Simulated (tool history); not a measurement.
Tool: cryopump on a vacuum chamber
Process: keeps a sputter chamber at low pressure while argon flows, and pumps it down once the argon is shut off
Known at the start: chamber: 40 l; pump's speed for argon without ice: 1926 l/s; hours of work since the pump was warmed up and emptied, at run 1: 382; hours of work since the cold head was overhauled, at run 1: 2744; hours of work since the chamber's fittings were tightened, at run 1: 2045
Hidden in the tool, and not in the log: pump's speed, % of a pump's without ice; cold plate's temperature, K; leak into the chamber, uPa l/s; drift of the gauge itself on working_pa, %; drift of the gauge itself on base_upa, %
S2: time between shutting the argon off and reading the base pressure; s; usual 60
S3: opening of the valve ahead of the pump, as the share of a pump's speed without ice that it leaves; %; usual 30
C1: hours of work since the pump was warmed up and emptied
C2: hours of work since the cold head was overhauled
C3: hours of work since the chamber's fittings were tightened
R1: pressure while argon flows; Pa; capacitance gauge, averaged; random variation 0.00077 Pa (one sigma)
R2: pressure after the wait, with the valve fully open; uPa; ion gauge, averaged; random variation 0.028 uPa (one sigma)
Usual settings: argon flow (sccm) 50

{"run": 1, "hour": 0.0, "argon flow (sccm)": 50, "S2": 60, "S3": 30, "C1": 382, "C2": 2744, "C3": 2045, "R1": 0.1523, "R2": 2.29}
{"run": 2, "hour": 130.4, "argon flow (sccm)": 50, "S2": 60, "S3": 30, "C1": 467, "C2": 2830, "C3": 2131, "R1": 0.1549, "R2": 2.35}
{"hour": 241.6, "done": "pump warmed up, emptied and cooled again"}
{"run": 3, "hour": 261.7, "argon flow (sccm)": 50, "S2": 60, "S3": 49, "C1": 13, "C2": 2913, "C3": 2214, "R1": 0.0915, "R2": 2.21}
{"run": 4, "hour": 381.7, "argon flow (sccm)": 50, "S2": 60, "S3": 49, "C1": 92, "C2": 2991, "C3": 2292, "R1": 0.0927, "R2": 2.23}
{"run": 5, "hour": 459.7, "argon flow (sccm)": 50, "S2": 60, "S3": 49, "C1": 143, "C2": 3043, "C3": 2343, "R1": 0.0934, "R2": 2.27}
{"run": 6, "hour": 543.4, "argon flow (sccm)": 50, "S2": 205, "S3": 30, "C1": 198, "C2": 3098, "C3": 2398, "R1": 0.1509, "R2": 1.5}
{"run": 7, "hour": 653.4, "argon flow (sccm)": 50, "S2": 83, "S3": 30, "C1": 270, "C2": 3170, "C3": 2471, "R1": 0.1512, "R2": 2.11}
{"run": 8, "hour": 767.1, "argon flow (sccm)": 50, "S2": 60, "S3": 30, "C1": 345, "C2": 3244, "C3": 2545, "R1": 0.1547, "R2": 2.5}
{"run": 9, "hour": 870.6, "argon flow (sccm)": 50, "S2": 60, "S3": 30, "C1": 413, "C2": 3312, "C3": 2613, "R1": 0.1543, "R2": 2.54}
{"run": 10, "hour": 994.4, "argon flow (sccm)": 50, "S2": 60, "S3": 30, "C1": 494, "C2": 3394, "C3": 2694, "R1": 0.1588, "R2": 2.57}
{"hour": 1064.1, "done": "pump warmed up, emptied and cooled again"}
{"run": 11, "hour": 1096.3, "argon flow (sccm)": 50, "S2": 60, "S3": 30, "C1": 21, "C2": 3457, "C3": 2758, "R1": 0.1464, "R2": 2.39}
{"run": 12, "hour": 1223.4, "argon flow (sccm)": 50, "S2": 29, "S3": 30, "C1": 105, "C2": 3541, "C3": 2841, "R1": 0.1503, "R2": 3.65}
{"run": 13, "hour": 1312.7, "argon flow (sccm)": 50, "S2": 29, "S3": 30, "C1": 163, "C2": 3599, "C3": 2900, "R1": 0.1511, "R2": 3.82}
{"run": 14, "hour": 1442.2, "argon flow (sccm)": 50, "S2": 60, "S3": 24, "C1": 248, "C2": 3684, "C3": 2985, "R1": 0.1885, "R2": 2.6}
{"run": 15, "hour": 1542.2, "argon flow (sccm)": 47, "S2": 60, "S3": 30, "C1": 314, "C2": 3750, "C3": 3050, "R1": 0.1438, "R2": 2.59}
{"run": 16, "hour": 1670.4, "argon flow (sccm)": 50, "S2": 60, "S3": 30, "C1": 398, "C2": 3834, "C3": 3135, "R1": 0.1558, "R2": 2.79}
{"run": 17, "hour": 1766.1, "argon flow (sccm)": 73, "S2": 60, "S3": 30, "C1": 461, "C2": 3897, "C3": 3197, "R1": 0.2275, "R2": 2.86}
{"run": 18, "hour": 1850.8, "argon flow (sccm)": 50, "S2": 171, "S3": 30, "C1": 516, "C2": 3952, "C3": 3253, "R1": 0.1588, "R2": 2.13}
{"hour": 1884.8, "done": "pump warmed up, emptied and cooled again"}
{"run": 19, "hour": 1927.7, "argon flow (sccm)": 34, "S2": 21, "S3": 21, "C1": 28, "C2": 3999, "C3": 3300, "R1": 0.1433, "R2": 4.78}
{"run": 20, "hour": 2014.5, "argon flow (sccm)": 34, "S2": 21, "S3": 21, "C1": 85, "C2": 4056, "C3": 3357, "R1": 0.1444, "R2": 4.74}
{"run": 21, "hour": 2113.9, "argon flow (sccm)": 22, "S2": 140, "S3": 30, "C1": 150, "C2": 4122, "C3": 3422, "R1": 0.0666, "R2": 2.11}
{"run": 22, "hour": 2194.7, "argon flow (sccm)": 22, "S2": 108, "S3": 49, "C1": 203, "C2": 4175, "C3": 3475, "R1": 0.0422, "R2": 2.31}
{"run": 23, "hour": 2315.1, "argon flow (sccm)": 45, "S2": 60, "S3": 20, "C1": 282, "C2": 4254, "C3": 3554, "R1": 0.203, "R2": 2.86}
{"run": 24, "hour": 2409.4, "argon flow (sccm)": 61, "S2": 60, "S3": 37, "C1": 344, "C2": 4316, "C3": 3616, "R1": 0.154, "R2": 2.99}
{"run": 25, "hour": 2533.2, "argon flow (sccm)": 20, "S2": 60, "S3": 35, "C1": 425, "C2": 4397, "C3": 3697, "R1": 0.0535, "R2": 3.01}
{"run": 26, "hour": 2588.0, "argon flow (sccm)": 20, "S2": 60, "S3": 35, "C1": 461, "C2": 4433, "C3": 3733, "R1": 0.054, "R2": 3.11}
{"run": 27, "hour": 2684.5, "argon flow (sccm)": 20, "S2": 52, "S3": 27, "C1": 525, "C2": 4496, "C3": 3797, "R1": 0.0697, "R2": 3.43}
{"hour": 2706.6, "done": "pump warmed up, emptied and cooled again"}
{"run": 28, "hour": 2757.7, "argon flow (sccm)": 20, "S2": 52, "S3": 27, "C1": 33, "C2": 4541, "C3": 3842, "R1": 0.0653, "R2": 2.98}
{"run": 29, "hour": 2889.8, "argon flow (sccm)": 20, "S2": 52, "S3": 27, "C1": 120, "C2": 4627, "C3": 3928, "R1": 0.067, "R2": 3.16}
{"run": 30, "hour": 2975.6, "argon flow (sccm)": 20, "S2": 52, "S3": 17, "C1": 176, "C2": 4684, "C3": 3984, "R1": 0.1052, "R2": 3.22}
{"hour": 2996.2, "done": "leaking fittings of the chamber tightened, without venting"}
{"run": 31, "hour": 3102.3, "argon flow (sccm)": 76, "S2": 60, "S3": 15, "C1": 258, "C2": 4766, "C3": 70, "R1": 0.4545, "R2": 1.36}
{"run": 32, "hour": 3202.2, "argon flow (sccm)": 76, "S2": 60, "S3": 15, "C1": 324, "C2": 4831, "C3": 135, "R1": 0.4548, "R2": 1.38}
{"run": 33, "hour": 3281.2, "argon flow (sccm)": 76, "S2": 60, "S3": 15, "C1": 376, "C2": 4883, "C3": 187, "R1": 0.4602, "R2": 1.43}
{"run": 34, "hour": 3335.8, "argon flow (sccm)": 76, "S2": 42, "S3": 30, "C1": 412, "C2": 4919, "C3": 223, "R1": 0.2367, "R2": 1.98}
{"run": 35, "hour": 3458.9, "argon flow (sccm)": 33, "S2": 36, "S3": 38, "C1": 492, "C2": 5000, "C3": 304, "R1": 0.0841, "R2": 2.3}

3 ways to go on from here, each from the tool as it stands after run 35. What would each give?
{"run": "A", "hour": 3513.6, "argon flow (sccm)": 65, "S2": 60, "S3": 42, "C1": 528, "C2": 5035, "C3": 340, "R1": "?", "R2": "?"}
{"run": "B", "hour": 3513.6, "argon flow (sccm)": 43, "S2": 36, "S3": 38, "C1": 528, "C2": 5035, "C3": 340, "R1": "?", "R2": "?"}
{"run": "C", "hour": 3513.6, "argon flow (sccm)": 26, "S2": 21, "S3": 43, "C1": 528, "C2": 5035, "C3": 340, "R1": "?", "R2": "?"}

run=A R1=0.1522 R2=1.52
run=B R1=0.1091 R2=2.31
run=C R1=0.0588 R2=3.74
Without the tool's hidden state the same runs would have given:
run=A R1=0.1367 R2=1.3
run=B R1=0.0989 R2=2.1
run=C R1=0.0526 R2=3.52
